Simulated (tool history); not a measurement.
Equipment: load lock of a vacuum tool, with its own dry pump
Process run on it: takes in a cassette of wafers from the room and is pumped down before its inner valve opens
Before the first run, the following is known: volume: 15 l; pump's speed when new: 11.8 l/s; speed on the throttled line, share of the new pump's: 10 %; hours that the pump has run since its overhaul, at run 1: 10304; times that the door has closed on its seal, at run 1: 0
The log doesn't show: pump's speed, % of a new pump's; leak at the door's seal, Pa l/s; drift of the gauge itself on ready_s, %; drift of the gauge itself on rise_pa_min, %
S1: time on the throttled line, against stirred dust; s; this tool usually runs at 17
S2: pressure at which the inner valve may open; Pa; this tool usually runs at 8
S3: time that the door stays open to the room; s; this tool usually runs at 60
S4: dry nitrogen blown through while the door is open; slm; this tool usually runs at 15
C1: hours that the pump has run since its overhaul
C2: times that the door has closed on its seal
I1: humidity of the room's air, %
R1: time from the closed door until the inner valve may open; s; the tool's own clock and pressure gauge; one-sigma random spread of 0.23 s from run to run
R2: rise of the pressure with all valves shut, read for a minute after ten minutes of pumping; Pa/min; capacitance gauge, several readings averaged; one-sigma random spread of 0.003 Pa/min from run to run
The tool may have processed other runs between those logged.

Run 1, hour 0: usual settings; C1 10304; C2 0; I1 44.4. Result: R1 28.8 s, R2 0.043 Pa/min.
Run 2, hour 425.1: usual settings; C1 10729; C2 1658; I1 46. Result: R1 29 s, R2 0.056 Pa/min.
Run 3, hour 783.5: usual settings but S2 10 Pa; C1 11087; C2 3056; I1 45.4. Result: R1 28.8 s, R2 0.057 Pa/min.
Run 4, hour 1186.1: usual settings but S4 8 slm; C1 11490; C2 4626; I1 41.8. Result: R1 28.9 s, R2 0.065 Pa/min.
Run 5, hour 1422.2: usual settings but S4 8 slm; C1 11726; C2 5547; I1 44.6. Result: R1 28.8 s, R2 0.068 Pa/min.
Run 6, hour 1839.7: usual settings but S4 8 slm; C1 12144; C2 7176; I1 45. Result: R1 29 s, R2 0.077 Pa/min.
Run 7, hour 2097.2: usual settings but S4 8 slm; C1 12401; C2 8180; I1 45.4. Result: R1 28.8 s, R2 0.08 Pa/min.
Run 8, hour 2341.2: usual settings but S4 8 slm; C1 12645; C2 9132; I1 48.6. Result: R1 29.3 s, R2 0.089 Pa/min.
Run 9, hour 2741.2: usual settings but S4 8 slm; C1 13045; C2 10693; I1 46.6. Result: R1 29.2 s, R2 0.086 Pa/min.
Run 10, hour 2946.2: usual settings but S4 5 slm; C1 13250; C2 11492; I1 41.8. Result: R1 29.2 s, R2 0.092 Pa/min.
Run 11, hour 3352.5: usual settings but S4 5 slm; C1 13656; C2 13077; I1 45.1. Result: R1 28.9 s, R2 0.105 Pa/min.
Run 12, hour 3607: usual settings but S4 5 slm; C1 13911; C2 14070; I1 46. Result: R1 29.4 s, R2 0.11 Pa/min.
Run 13, hour 3916.5: usual settings; C1 14220; C2 15277; I1 44.4. Result: R1 29.4 s, R2 0.109 Pa/min.
Run 14, hour 4104.9: usual settings but S4 8 slm; C1 14409; C2 16012; I1 45.5. Result: R1 29.5 s, R2 0.115 Pa/min.
Run 15, hour 4487.9: usual settings but S4 8 slm; C1 14792; C2 17506; I1 42.3. Result: R1 29.2 s, R2 0.121 Pa/min.
Run 16, hour 4716: usual settings but S4 8 slm; C1 15020; C2 18396; I1 44.4. Result: R1 29.1 s, R2 0.132 Pa/min.
Run 17, hour 5074.8: usual settings but S3 82 s; C1 15379; C2 19795; I1 45.2. Result: R1 29.2 s, R2 0.143 Pa/min.
Run 18, hour 5380.7: usual settings but S3 82 s; C1 15685; C2 20988; I1 48.5. Result: R1 29.4 s, R2 0.152 Pa/min.
Run 19, hour 5635.5: usual settings but S1 11 s, S2 13 Pa, S3 40 s; C1 15939; C2 21982; I1 45.8. Result: R1 23.4 s, R2 0.142 Pa/min.
Run 20, hour 6056.1: usual settings but S1 11 s, S2 13 Pa, S3 40 s; C1 16360; C2 23623; I1 45.3. Result: R1 23.3 s, R2 0.156 Pa/min.
Run 21, hour 6346.6: usual settings but S1 31 s, S2 9 Pa, S4 42 slm; C1 16650; C2 24756; I1 45.2. Result: R1 41.8 s, R2 0.148 Pa/min.
Run 22, hour 6620.6: usual settings but S1 31 s, S2 9 Pa, S4 42 slm; C1 16924; C2 25825; I1 41.3. Result: R1 42.3 s, R2 0.159 Pa/min.
Run 23, hour 7001.1: usual settings but S1 32 s, S2 14 Pa, S3 78 s, S4 7 slm; C1 17305; C2 27309; I1 44.4. Result: R1 41.6 s, R2 0.203 Pa/min.
Run 24, hour 7181.2: usual settings but S1 15 s, S2 6 Pa, S3 126 s, S4 24 slm; C1 17485; C2 28012; I1 45.8. Result: R1 28.4 s, R2 0.205 Pa/min.
Run 25, hour 7482.5: usual settings but S1 15 s, S2 6 Pa, S3 126 s, S4 24 slm; C1 17786; C2 29187; I1 41.1. Result: R1 28.1 s, R2 0.213 Pa/min.
Run 26, hour 7666: usual settings but S1 15 s, S2 6 Pa, S3 126 s, S4 24 slm; C1 17970; C2 29903; I1 46. Result: R1 28.3 s, R2 0.225 Pa/min.
At hour 7778: dry pump taken out, an overhauled one fitted.
Run 27, hour 8045.3: usual settings but S2 7 Pa, S4 16 slm; C1 267; C2 31359; I1 47.8. Result: R1 27 s, R2 0.223 Pa/min.
Run 28, hour 8311: usual settings but S1 13 s, S2 6 Pa, S3 137 s, S4 40 slm; C1 533; C2 32395; I1 49. Result: R1 24.4 s, R2 0.244 Pa/min.
Run 29, hour 8666.4: usual settings but S1 13 s, S2 14 Pa, S3 137 s, S4 40 slm; C1 888; C2 33782; I1 48.4. Result: R1 23.1 s, R2 0.26 Pa/min.
Run 30, hour 9001.6: usual settings but S1 10 s, S3 173 s, S4 22 slm; C1 1224; C2 35089; I1 42.6. Result: R1 21 s, R2 0.287 Pa/min.
At hour 9159: door's seal changed, seat wiped.
Run 31, hour 9385.4: usual settings but S1 10 s, S3 238 s, S4 22 slm; C1 1606; C2 884; I1 47.6. Result: R1 21.4 s, R2 0.095 Pa/min.
Run 32, hour 9781.6: usual settings but S1 10 s, S3 238 s, S4 22 slm; C1 2002; C2 2429; I1 45. Result: R1 21.3 s, R2 0.092 Pa/min.
Run 33, hour 10198.2: usual settings but S1 25 s, S2 13 Pa, S3 238 s, S4 8 slm; C1 2419; C2 4054; I1 46.9. Result: R1 33.9 s, R2 0.13 Pa/min.
Run 34, hour 10619: usual settings but S1 25 s, S2 13 Pa, S3 238 s, S4 8 slm; C1 2839; C2 5696; I1 45.3. Result: R1 34.2 s, R2 0.129 Pa/min.
Run 35, hour 10973.4: usual settings but S1 25 s, S2 13 Pa, S3 238 s, S4 8 slm; C1 3194; C2 7078; I1 45.7. Result: R1 33.9 s, R2 0.133 Pa/min.
Run 36, hour 11382.8: usual settings but S1 25 s, S2 13 Pa, S3 238 s, S4 8 slm; C1 3603; C2 8675; I1 42.8. Result: R1 34.6 s, R2 0.134 Pa/min.

Below, some changes in R1 between adjacent runs. For each, the amount present without the hidden state too (settings, incoming material, random variation) and the amount remaining for the hidden state with gauge scatter not shared by both compared results:
Run 20 -> 21: S1 11 -> 31, S2 13 -> 9, S3 40 -> 60, S4 15 -> 42. R1 +18.5 s: hidden state -0.2, all else +18.7.
Run 23 -> 24: S1 32 -> 15, S2 14 -> 6, S3 78 -> 126, S4 7 -> 24. R1 -13.2 s: hidden state +0.6, all else -13.8.
Run 26 -> 27: S1 15 -> 17, S2 6 -> 7, S3 126 -> 60, S4 24 -> 16, dry pump taken out, an overhauled one fitted. R1 -1.3 s: hidden state -2.5, all else +1.2.
Run 32 -> 33: S1 10 -> 25, S2 8 -> 13, S4 22 -> 8. R1 +12.6 s: hidden state +0, all else +12.6.

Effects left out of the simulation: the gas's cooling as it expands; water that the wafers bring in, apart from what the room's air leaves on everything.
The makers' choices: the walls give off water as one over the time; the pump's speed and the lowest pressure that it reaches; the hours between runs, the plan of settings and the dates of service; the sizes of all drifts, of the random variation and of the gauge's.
